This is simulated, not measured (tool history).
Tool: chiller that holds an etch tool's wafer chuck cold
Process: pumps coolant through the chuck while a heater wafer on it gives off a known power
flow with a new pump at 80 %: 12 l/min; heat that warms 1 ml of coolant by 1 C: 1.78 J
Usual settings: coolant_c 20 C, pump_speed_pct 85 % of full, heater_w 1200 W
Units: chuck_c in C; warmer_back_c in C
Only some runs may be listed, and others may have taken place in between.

{"run": 1, "hour": 0.0, "coolant_c": 20, "pump_speed_pct": 85, "heater_w": 1200, "chuck_c": 31.5, "warmer_back_c": 3.31}
{"run": 2, "hour": 53.3, "coolant_c": 19, "pump_speed_pct": 85, "heater_w": 1200, "chuck_c": 30.8, "warmer_back_c": 3.34}
{"run": 3, "hour": 121.3, "coolant_c": 19, "pump_speed_pct": 85, "heater_w": 1200, "chuck_c": 30.5, "warmer_back_c": 3.32}
{"run": 4, "hour": 179.1, "coolant_c": 19, "pump_speed_pct": 85, "heater_w": 1200, "chuck_c": 30.8, "warmer_back_c": 3.3}
{"run": 5, "hour": 283.7, "coolant_c": 20, "pump_speed_pct": 85, "heater_w": 1200, "chuck_c": 31.6, "warmer_back_c": 3.33}
{"run": 6, "hour": 378.3, "coolant_c": 20, "pump_speed_pct": 85, "heater_w": 1200, "chuck_c": 31.7, "warmer_back_c": 3.37}
{"run": 7, "hour": 465.1, "coolant_c": 20, "pump_speed_pct": 85, "heater_w": 1200, "chuck_c": 31.7, "warmer_back_c": 3.35}
{"run": 8, "hour": 541.8, "coolant_c": 20, "pump_speed_pct": 85, "heater_w": 1200, "chuck_c": 31.8, "warmer_back_c": 3.34}
{"run": 9, "hour": 662.3, "coolant_c": 20, "pump_speed_pct": 85, "heater_w": 1200, "chuck_c": 31.8, "warmer_back_c": 3.39}
{"run": 10, "hour": 741.3, "coolant_c": 20, "pump_speed_pct": 85, "heater_w": 1200, "chuck_c": 31.6, "warmer_back_c": 3.34}
{"run": 11, "hour": 820.0, "coolant_c": 20, "pump_speed_pct": 63, "heater_w": 1200, "chuck_c": 34.6, "warmer_back_c": 4.74}
{"run": 12, "hour": 925.0, "coolant_c": 20, "pump_speed_pct": 63, "heater_w": 1200, "chuck_c": 34.5, "warmer_back_c": 4.72}
{"run": 13, "hour": 996.9, "coolant_c": 20, "pump_speed_pct": 70, "heater_w": 1200, "chuck_c": 33.7, "warmer_back_c": 4.24}
{"run": 14, "hour": 1090.5, "coolant_c": 20, "pump_speed_pct": 70, "heater_w": 1200, "chuck_c": 33.6, "warmer_back_c": 4.24}
{"run": 15, "hour": 1149.5, "coolant_c": 10, "pump_speed_pct": 70, "heater_w": 1200, "chuck_c": 23.8, "warmer_back_c": 4.24}
{"run": 16, "hour": 1256.4, "coolant_c": 10, "pump_speed_pct": 64, "heater_w": 1200, "chuck_c": 24.8, "warmer_back_c": 4.67}
{"hour": 1269.5, "done": "coolant changed, channels flushed"}
{"hour": 1270.5, "done": "chiller's thermometer calibrated"}
{"run": 17, "hour": 1352.0, "coolant_c": 11, "pump_speed_pct": 64, "heater_w": 1200, "chuck_c": 22.9, "warmer_back_c": 4.7}
{"run": 18, "hour": 1440.7, "coolant_c": 11, "pump_speed_pct": 64, "heater_w": 1200, "chuck_c": 23.1, "warmer_back_c": 4.71}
{"run": 19, "hour": 1541.9, "coolant_c": 17, "pump_speed_pct": 64, "heater_w": 1200, "chuck_c": 29.1, "warmer_back_c": 4.72}
{"run": 20, "hour": 1608.2, "coolant_c": 19, "pump_speed_pct": 62, "heater_w": 1200, "chuck_c": 31.4, "warmer_back_c": 4.91}
{"run": 21, "hour": 1692.4, "coolant_c": 14, "pump_speed_pct": 85, "heater_w": 1277, "chuck_c": 24.7, "warmer_back_c": 3.61}
{"run": 22, "hour": 1742.3, "coolant_c": 13, "pump_speed_pct": 85, "heater_w": 1149, "chuck_c": 22.7, "warmer_back_c": 3.31}
{"run": 23, "hour": 1827.7, "coolant_c": 16, "pump_speed_pct": 74, "heater_w": 1622, "chuck_c": 31, "warmer_back_c": 5.4}
{"run": 24, "hour": 1878.5, "coolant_c": 12, "pump_speed_pct": 85, "heater_w": 1200, "chuck_c": 22, "warmer_back_c": 3.41}
{"run": 25, "hour": 1929.3, "coolant_c": 12, "pump_speed_pct": 85, "heater_w": 1200, "chuck_c": 22, "warmer_back_c": 3.43}
{"run": 26, "hour": 2021.0, "coolant_c": 12, "pump_speed_pct": 85, "heater_w": 1200, "chuck_c": 22.3, "warmer_back_c": 3.48}
{"run": 27, "hour": 2089.6, "coolant_c": 23, "pump_speed_pct": 85, "heater_w": 952, "chuck_c": 31.1, "warmer_back_c": 2.72}
{"run": 28, "hour": 2178.3, "coolant_c": 23, "pump_speed_pct": 85, "heater_w": 952, "chuck_c": 31.1, "warmer_back_c": 2.74}
{"run": 29, "hour": 2287.0, "coolant_c": 16, "pump_speed_pct": 65, "heater_w": 1151, "chuck_c": 27.8, "warmer_back_c": 4.49}

Hidden state or all else? Some run-to-run changes of chuck_c, split into what the settings, what came in and random variation would give without the hidden state, and what is left for the hidden state (with any gauge scatter that isn't in both results):
Hidden conditions of the tool in this case: heat passed by the chuck's channels, % of clean ones'; flow at a given pump speed, % of a new pump's; coolant's true temperature over the reading, C; drift of the gauge itself on chuck_c, C; drift of the gauge itself on warmer_back_c, C.
Run 10 -> 11: pump_speed_pct 85 -> 63. chuck_c +3 C: hidden state +0.6, all else +2.4.
Run 14 -> 15: coolant_c 20 -> 10. chuck_c -9.8 C: hidden state +0.1, all else -9.9.
Run 16 -> 17: coolant_c 10 -> 11, coolant changed, channels flushed, chiller's thermometer calibrated. chuck_c -1.9 C: hidden state -2.7, all else +0.8.
Run 23 -> 24: coolant_c 16 -> 12, pump_speed_pct 74 -> 85, heater_w 1622 -> 1200. chuck_c -9 C: hidden state -0.3, all else -8.7.

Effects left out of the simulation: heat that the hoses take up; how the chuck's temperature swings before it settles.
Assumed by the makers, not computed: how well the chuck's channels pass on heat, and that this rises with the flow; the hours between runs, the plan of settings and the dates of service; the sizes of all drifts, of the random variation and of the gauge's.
